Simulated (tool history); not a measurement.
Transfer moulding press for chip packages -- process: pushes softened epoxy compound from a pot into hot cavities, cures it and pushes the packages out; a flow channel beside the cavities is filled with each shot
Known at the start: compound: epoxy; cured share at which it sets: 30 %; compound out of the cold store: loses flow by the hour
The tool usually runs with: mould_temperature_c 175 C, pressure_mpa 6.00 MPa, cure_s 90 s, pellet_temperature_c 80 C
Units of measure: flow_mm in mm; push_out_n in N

run     day  mould_temperature_c  pressure_mpa  cure_s  pellet_temperature_c  incoming compound's hours out of the cold store  flow_mm  push_out_n
  1   0.000                  175          6.00      90                    80                                             44.8      587         333
  2   0.946                  175          6.00      90                    80                                             37.0      606         425
      1.575  -- cavities cleaned with cleaning compound and waxed
  3   1.621                  175          6.00      90                    80                                             29.8      629         295
  4   2.379                  175          6.00      90                    80                                             24.4      648         387
  5   3.038                  175          6.00      90                    80                                             16.3      675         444
      3.408  -- plunger's sealing rings changed
      3.604  -- cavities cleaned with cleaning compound and waxed
  6   3.942                  175          6.00      90                    80                                             39.2      633         335
  7   4.367                  175          6.00      90                    80                                             15.8      720         367
  8   5.275                  175          6.00      90                    80                                             13.8      726         470
      5.575  -- cavities cleaned with cleaning compound and waxed
  9   5.838                  175          4.51      90                    80                                             15.2      626         334
 10   6.388                  175          4.51      90                    80                                             47.9      515         376
 11   7.154                  175          6.00      90                    80                                             42.3      613         460
      7.492  -- cavities cleaned with cleaning compound and waxed
 12   7.712                  175          6.00      90                    80                                             42.8      619         313
 13   8.354                  175          6.00      90                    80                                             44.5      607         375
 14   9.033                  175          6.00      90                    80                                             45.1      602         433
      9.433  -- cavities cleaned with cleaning compound and waxed
 15   9.717                  175          6.45      90                    80                                             17.3      727         316
 16  10.354                  175          6.45      90                    80                                             23.9      696         395
 17  10.933                  175          6.45      90                    80                                             17.4      728         452
     11.392  -- cavities cleaned with cleaning compound and waxed
 18  11.421                  175          6.45      90                    80                                             21.1      701         291
 19  11.896                  175          4.50      90                    80                                             46.3      514         358

For run 20, what comes out?
 20  12.804                  169          6.39      77                    80                                             45.4        ?           ?

{"run 20": {"flow_mm": 619, "push_out_n": 684}}
The same run, on a tool lacking any hidden state, would have yielded flow_mm 645 mm, push_out_n 436 N.
